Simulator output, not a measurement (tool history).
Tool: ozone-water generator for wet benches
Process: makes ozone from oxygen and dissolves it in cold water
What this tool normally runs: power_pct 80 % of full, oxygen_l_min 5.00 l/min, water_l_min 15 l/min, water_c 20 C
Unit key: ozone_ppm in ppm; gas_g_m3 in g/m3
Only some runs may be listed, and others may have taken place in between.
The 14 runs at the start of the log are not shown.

Run 15, hour 1500.8: usual settings but water_c 13 C. Result: ozone_ppm 26.1 ppm, gas_g_m3 255.5 g/m3.
Run 16, hour 1636.3: usual settings but water_c 13 C. Result: ozone_ppm 26.2 ppm, gas_g_m3 258.4 g/m3.
Run 17, hour 1744.0: usual settings but oxygen_l_min 3.51 l/min. Result: ozone_ppm 22.1 ppm, gas_g_m3 288.7 g/m3.
Run 18, hour 1856.0: usual settings but oxygen_l_min 3.51 l/min. Result: ozone_ppm 21.8 ppm, gas_g_m3 289.5 g/m3.
Run 19, hour 1921.4: usual settings but oxygen_l_min 3.51 l/min. Result: ozone_ppm 21.9 ppm, gas_g_m3 288.6 g/m3.
Run 20, hour 2058.3: usual settings but oxygen_l_min 3.51 l/min. Result: ozone_ppm 21.5 ppm, gas_g_m3 284.6 g/m3.
Run 21, hour 2132.6: usual settings but power_pct 43 % of full, oxygen_l_min 6.78 l/min, water_l_min 16 l/min, water_c 26 C. Result: ozone_ppm 13.2 ppm, gas_g_m3 152.4 g/m3.
Run 22, hour 2203.4: usual settings but power_pct 43 % of full, oxygen_l_min 6.78 l/min, water_l_min 16 l/min, water_c 26 C. Result: ozone_ppm 13.4 ppm, gas_g_m3 151.0 g/m3.
Run 23, hour 2285.4: usual settings but oxygen_l_min 2.66 l/min, water_l_min 18 l/min. Result: ozone_ppm 16.2 ppm, gas_g_m3 314.3 g/m3.
Run 24, hour 2364.9: usual settings but oxygen_l_min 2.66 l/min, water_l_min 18 l/min. Result: ozone_ppm 16.4 ppm, gas_g_m3 314.5 g/m3.
Run 25, hour 2474.3: usual settings but oxygen_l_min 2.66 l/min, water_l_min 18 l/min. Result: ozone_ppm 16.3 ppm, gas_g_m3 315.4 g/m3.
Run 26, hour 2579.4: usual settings but oxygen_l_min 4.18 l/min, water_l_min 14 l/min. Result: ozone_ppm 23.7 ppm, gas_g_m3 265.7 g/m3.
At hour 2604.8: water thermometer calibrated.
Run 27, hour 2652.1: usual settings but oxygen_l_min 4.18 l/min, water_l_min 14 l/min. Result: ozone_ppm 23.7 ppm, gas_g_m3 267.5 g/m3.
Run 28, hour 2789.8: usual settings but oxygen_l_min 4.18 l/min, water_l_min 14 l/min. Result: ozone_ppm 23.8 ppm, gas_g_m3 268.4 g/m3.
Run 29, hour 2901.0: usual settings but oxygen_l_min 4.18 l/min, water_l_min 14 l/min. Result: ozone_ppm 23.6 ppm, gas_g_m3 267.2 g/m3.
Run 30, hour 3022.9: usual settings but oxygen_l_min 4.18 l/min, water_l_min 14 l/min. Result: ozone_ppm 23.2 ppm, gas_g_m3 265.4 g/m3.
Run 31, hour 3090.5: usual settings but power_pct 65 % of full, water_l_min 11 l/min. Result: ozone_ppm 25.7 ppm, gas_g_m3 218.3 g/m3.
Run 32, hour 3196.1: usual settings but water_l_min 10 l/min, water_c 19 C. Result: ozone_ppm 31.6 ppm, gas_g_m3 249.4 g/m3.
Run 33, hour 3297.0: usual settings but power_pct 54 % of full, oxygen_l_min 6.00 l/min, water_l_min 13 l/min, water_c 24 C. Result: ozone_ppm 18.5 ppm, gas_g_m3 184.3 g/m3.

Here are 4 independent what-if runs from the current tool condition. What would each one return?
Run A, hour 3408.7: usual settings but power_pct 93 % of full, water_l_min 11 l/min, water_c 13 C. Result: ozone_ppm ?, gas_g_m3 ?.
Run B, hour 3408.7: usual settings but power_pct 48 % of full, oxygen_l_min 6.00 l/min, water_l_min 10 l/min, water_c 12 C. Result: ozone_ppm ?, gas_g_m3 ?.
Run C, hour 3408.7: usual settings but power_pct 70 % of full, oxygen_l_min 6.00 l/min, water_l_min 13 l/min, water_c 26 C. Result: ozone_ppm ?, gas_g_m3 ?.
Run D, hour 3408.7: usual settings but power_pct 54 % of full, oxygen_l_min 4.25 l/min, water_l_min 18 l/min, water_c 24 C. Result: ozone_ppm ?, gas_g_m3 ?.

run  ozone_ppm  gas_g_m3
  A       36.7     274.2
  B       26.4     168.8
  C       21.2     216.0
  D       13.4     205.1
With no hidden state in the tool, these same runs would have given:
run  ozone_ppm  gas_g_m3
  A       39.6     289.5
  B       27.9     174.7
  C       22.7     226.1
  D       14.3     213.0
